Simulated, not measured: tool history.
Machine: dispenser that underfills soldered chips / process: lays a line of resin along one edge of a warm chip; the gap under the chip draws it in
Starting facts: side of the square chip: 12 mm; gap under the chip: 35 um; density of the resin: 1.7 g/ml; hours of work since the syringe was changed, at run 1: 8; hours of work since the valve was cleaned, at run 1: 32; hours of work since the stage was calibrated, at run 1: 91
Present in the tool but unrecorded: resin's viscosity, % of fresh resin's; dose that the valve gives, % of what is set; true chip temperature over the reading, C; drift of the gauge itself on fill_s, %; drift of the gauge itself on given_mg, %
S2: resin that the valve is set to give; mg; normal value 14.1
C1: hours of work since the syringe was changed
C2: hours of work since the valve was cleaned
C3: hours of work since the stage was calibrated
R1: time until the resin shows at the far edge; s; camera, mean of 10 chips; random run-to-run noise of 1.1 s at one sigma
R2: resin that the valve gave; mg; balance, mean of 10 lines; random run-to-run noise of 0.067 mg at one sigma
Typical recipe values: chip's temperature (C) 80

run 1 day=0.000 | chip's_temperature_(C)=80 S2=14.1 | C1=8 C2=32 C3=91 | R1=146.2 R2=13.68
-- day=0.025 new syringe of resin
run 2 day=0.196 | chip's_temperature_(C)=80 S2=14.1 | C1=3 C2=35 C3=94 | R1=116.7 R2=13.69
run 3 day=0.288 | chip's_temperature_(C)=80 S2=14.1 | C1=5 C2=37 C3=96 | R1=128.7 R2=13.60
-- day=0.504 new syringe of resin
run 4 day=0.504 | chip's_temperature_(C)=80 S2=14.1 | C1=0 C2=41 C3=100 | R1=103.4 R2=13.63
run 5 day=0.700 | chip's_temperature_(C)=80 S2=14.1 | C1=4 C2=45 C3=103 | R1=121.7 R2=13.51
run 6 day=0.846 | chip's_temperature_(C)=82 S2=14.1 | C1=6 C2=47 C3=106 | R1=127.2 R2=13.58
-- day=0.983 new syringe of resin
run 7 day=1.075 | chip's_temperature_(C)=80 S2=14.1 | C1=2 C2=51 C3=110 | R1=111.8 R2=13.60
run 8 day=1.171 | chip's_temperature_(C)=86 S2=14.1 | C1=3 C2=53 C3=112 | R1=100.3 R2=13.56
run 9 day=1.312 | chip's_temperature_(C)=86 S2=13.2 | C1=6 C2=56 C3=115 | R1=114.0 R2=12.62
-- day=1.458 new syringe of resin
run 10 day=1.483 | chip's_temperature_(C)=74 S2=13.8 | C1=0 C2=59 C3=118 | R1=130.2 R2=13.13
run 11 day=1.604 | chip's_temperature_(C)=94 S2=16.6 | C1=3 C2=61 C3=120 | R1=76.9 R2=15.75
run 12 day=1.767 | chip's_temperature_(C)=94 S2=16.6 | C1=6 C2=64 C3=123 | R1=85.3 R2=15.87

Forecast run 13:
-- day=1.938 new syringe of resin
run 13 day=1.958 | chip's_temperature_(C)=94 S2=16.6 | C1=0 C2=67 C3=126 | R1=? R2=?

R1: 68.5 s
R2: 15.73 mg
Were there no unlogged condition in the tool, this run, its random variation unchanged, would have produced R1 67.6 s, R2 16.61 mg.

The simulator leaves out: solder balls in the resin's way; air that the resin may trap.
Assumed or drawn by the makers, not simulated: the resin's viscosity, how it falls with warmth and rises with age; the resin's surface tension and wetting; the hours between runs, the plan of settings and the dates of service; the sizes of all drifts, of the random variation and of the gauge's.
